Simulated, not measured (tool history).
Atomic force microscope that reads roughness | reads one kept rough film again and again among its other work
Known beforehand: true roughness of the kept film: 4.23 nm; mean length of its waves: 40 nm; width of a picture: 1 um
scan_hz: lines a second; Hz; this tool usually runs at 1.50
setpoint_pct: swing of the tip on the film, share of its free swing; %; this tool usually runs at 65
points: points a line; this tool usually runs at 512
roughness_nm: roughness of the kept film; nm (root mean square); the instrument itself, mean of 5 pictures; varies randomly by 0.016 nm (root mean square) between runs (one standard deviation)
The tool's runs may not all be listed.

| run | hour | scan_hz | setpoint_pct | points | roughness_nm |
|---|---|---|---|---|---|
| 1 | 0.0 | 1.50 | 65 | 512 | 3.713 |
| 2 | 10.1 | 1.50 | 65 | 512 | 3.619 |
| 3 | 21.6 | 1.50 | 65 | 512 | 3.643 |
| 4 | 33.4 | 1.50 | 65 | 512 | 3.636 |
| 5 | 42.5 | 1.50 | 65 | 512 | 3.584 |
| 6 | 48.5 | 1.50 | 65 | 512 | 3.563 |
| 7 | 55.1 | 1.50 | 65 | 983 | 3.576 |
| 8 | 64.0 | 1.50 | 65 | 983 | 3.525 |
| 9 | 69.6 | 1.50 | 65 | 420 | 3.531 |
| 10 | 76.8 | 1.50 | 65 | 420 | 3.513 |
| 11 | 86.2 | 1.50 | 65 | 420 | 3.510 |
| 12 | 95.7 | 1.50 | 65 | 420 | 3.458 |
| 13 | 105.6 | 1.50 | 65 | 420 | 3.456 |
| 14 | 112.0 | 1.50 | 65 | 420 | 3.470 |
| 15 | 124.2 | 1.50 | 65 | 420 | 3.422 |
| 16 | 136.1 | 1.50 | 65 | 420 | 3.388 |
| 17 | 141.7 | 1.97 | 69 | 512 | 3.314 |
| 18 | 152.9 | 1.97 | 69 | 512 | 3.261 |
| 19 | 164.6 | 0.56 | 69 | 512 | 3.420 |
| 20 | 176.9 | 0.56 | 69 | 512 | 3.378 |
| 21 | 184.2 | 0.74 | 65 | 512 | 3.364 |
| 22 | 194.4 | 1.87 | 70 | 660 | 3.218 |
|  | 199.4 | new tip fitted |
| 23 | 207.1 | 1.87 | 70 | 660 | 3.624 |
| 24 | 212.4 | 1.87 | 70 | 852 | 3.627 |
| 25 | 220.3 | 0.54 | 65 | 362 | 3.782 |
| 26 | 227.3 | 0.54 | 71 | 1011 | 3.773 |
| 27 | 236.9 | 2.95 | 65 | 301 | 3.515 |
| 28 | 249.4 | 1.42 | 90 | 650 | 3.317 |
| 29 | 258.9 | 1.14 | 65 | 365 | 3.638 |
| 30 | 269.7 | 0.67 | 79 | 560 | 3.585 |
| 31 | 280.8 | 0.67 | 79 | 560 | 3.573 |
| 32 | 293.3 | 0.79 | 61 | 936 | 3.613 |

Forecast each of these 5 alternatives for the next run:
| A | 298.9 | 2.11 | 80 | 998 | ? |
| B | 298.9 | 0.79 | 78 | 881 | ? |
| C | 298.9 | 0.81 | 57 | 597 | ? |
| D | 298.9 | 0.61 | 66 | 532 | ? |
| E | 298.9 | 0.65 | 65 | 348 | ? |

| run | roughness_nm |
|---|---|
| A | 3.205 |
| B | 3.516 |
| C | 3.624 |
| D | 3.593 |
| E | 3.585 |
Take away the tool's hidden state, keep each run's random variation, and the runs would have read:
| run | roughness_nm |
|---|---|
| A | 3.439 |
| B | 3.771 |
| C | 3.888 |
| D | 3.855 |
| E | 3.846 |

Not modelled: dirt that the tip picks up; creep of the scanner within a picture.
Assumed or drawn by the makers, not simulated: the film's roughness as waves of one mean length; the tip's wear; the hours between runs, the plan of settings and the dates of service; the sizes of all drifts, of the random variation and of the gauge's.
